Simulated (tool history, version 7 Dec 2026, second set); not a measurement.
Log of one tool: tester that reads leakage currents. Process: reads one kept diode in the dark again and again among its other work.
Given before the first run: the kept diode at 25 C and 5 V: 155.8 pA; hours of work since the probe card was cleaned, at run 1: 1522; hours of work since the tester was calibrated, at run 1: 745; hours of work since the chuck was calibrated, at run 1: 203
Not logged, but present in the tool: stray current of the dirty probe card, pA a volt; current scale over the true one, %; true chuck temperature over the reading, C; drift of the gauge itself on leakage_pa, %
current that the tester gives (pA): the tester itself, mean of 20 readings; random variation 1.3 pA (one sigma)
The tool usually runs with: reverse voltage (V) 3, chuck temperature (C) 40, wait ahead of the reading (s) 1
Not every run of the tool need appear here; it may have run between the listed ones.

run    hour  reverse voltage (V)  chuck temperature (C)  wait ahead of the reading (s)  hours of work since the probe card was cleaned  hours of work since the tester was calibrated  hours of work since the chuck was calibrated  current that the tester gives (pA)
  1       0                    3                     40                              1                                            1522                                            745                                           203                              412.74
  2   104.4                    3                     40                              1                                            1570                                            793                                           250                              407.65
  3   230.1                    3                     40                              1                                            1626                                            849                                           307                              404.56
  4   326.3                    3                     40                              1                                            1670                                            893                                           350                              399.67
  5   439.1                 3.99                     40                              1                                            1721                                            944                                           401                              433.48
  6   566.5                 3.99                     40                              1                                            1779                                           1002                                           459                              426.95
  7   700.1                 3.99                     40                              1                                            1839                                           1062                                           520                              421.74
  8   839.8                 3.99                     50                              1                                            1902                                           1125                                           583                              849.42
  9   949.2                    3                     40                              1                                            1952                                           1175                                           632                              380.69
 10  1006.9                    3                     40                              1                                            1978                                           1201                                           658                              374.83
 11  1099.1                    3                     40                              1                                            2020                                           1243                                           700                              374.11
 12  1209.2                    3                     40                              1                                            2070                                           1293                                           750                              370.03
     1300.2  -- chuck's temperature calibrated
 13  1332.2                    3                     40                              1                                            2124                                           1347                                            14                              428.66
 14    1464                    3                     40                              1                                            2184                                           1407                                            74                              425.26
 15  1601.5                    3                     40                           6.54                                            2246                                           1469                                           136                              419.71
 16  1739.5                    3                     40                              1                                            2309                                           1532                                           199                              415.89
 17  1829.2                    3                     40                              1                                            2349                                           1572                                           239                              413.24
 18    1917                    3                     40                              1                                            2389                                           1612                                           279                              407.61
 19  1999.1                    3                     40                              1                                            2426                                           1649                                           316                              406.23
 20    2124                    3                     40                            0.4                                            2483                                           1706                                           373                              403.78
 21  2244.8                    3                     54                           1.84                                            2537                                           1760                                           427                             1059.29
 22  2367.3                 6.22                     39                           1.84                                            2593                                           1816                                           483                              462.73
 23  2508.8                18.84                     39                           1.84                                            2657                                           1880                                           547                              664.52
 24  2626.5                    3                     29                              1                                            2710                                           1933                                           600                              168.79
 25  2716.7                    3                     24                           4.15                                            2751                                           1974                                           641                              113.79
 26  2793.6                    3                     24                           4.15                                            2786                                           2009                                           676                              112.97
     2840.5  -- probe card cleaned and baked
 27  2862.8                 6.45                     43                           2.41                                              10                                           2039                                           706                               589.7
 28  2948.2                 7.12                     23                           2.41                                              49                                           2077                                           744                              128.53
     3045.2  -- chuck's temperature calibrated
 29  3089.4                 1.25                     23                           0.67                                             112                                           2140                                            20                               86.97
 30  3149.4                 1.36                     23                           9.03                                             139                                           2167                                            47                               88.03
 31    3288                 1.29                     32                           2.85                                             202                                           2230                                           110                              175.31
 32  3370.5                 1.29                     32                           2.85                                             239                                           2267                                           147                              173.73
 33  3453.5                 1.29                     32                           2.85                                             276                                           2305                                           185                              172.44
 34  3558.7                 5.63                     58                           4.16                                             324                                           2353                                           232                             1724.91
 35  3696.1                 3.85                     37                           4.18                                             386                                           2415                                           295                               350.3
 36  3779.6                  4.2                     37                           4.18                                             424                                           2453                                           332                              354.95
 37  3853.3                 3.81                     27                           0.61                                             457                                           2486                                           366                              158.23
 38  3959.9                 8.01                     37                           9.13                                             506                                           2534                                           414                              428.95

3 ways to go on from here, each from the tool as it stands after run 38. What would each give?
  A  4097.5                    3                     40                           0.96                                             568                                           2596                                           476                                   ?
  B  4097.5                15.04                     40                              1                                             568                                           2596                                           476                                   ?
  C  4097.5                 2.26                     37                           1.28                                             568                                           2596                                           476                                   ?

run  current that the tester gives (pA)
  A                              388.64
  B                              645.03
  C                              285.08
Had the tool no hidden state, the same runs would have come out as:
run  current that the tester gives (pA)
  A                              420.53
  B                              694.24
  C                              309.03

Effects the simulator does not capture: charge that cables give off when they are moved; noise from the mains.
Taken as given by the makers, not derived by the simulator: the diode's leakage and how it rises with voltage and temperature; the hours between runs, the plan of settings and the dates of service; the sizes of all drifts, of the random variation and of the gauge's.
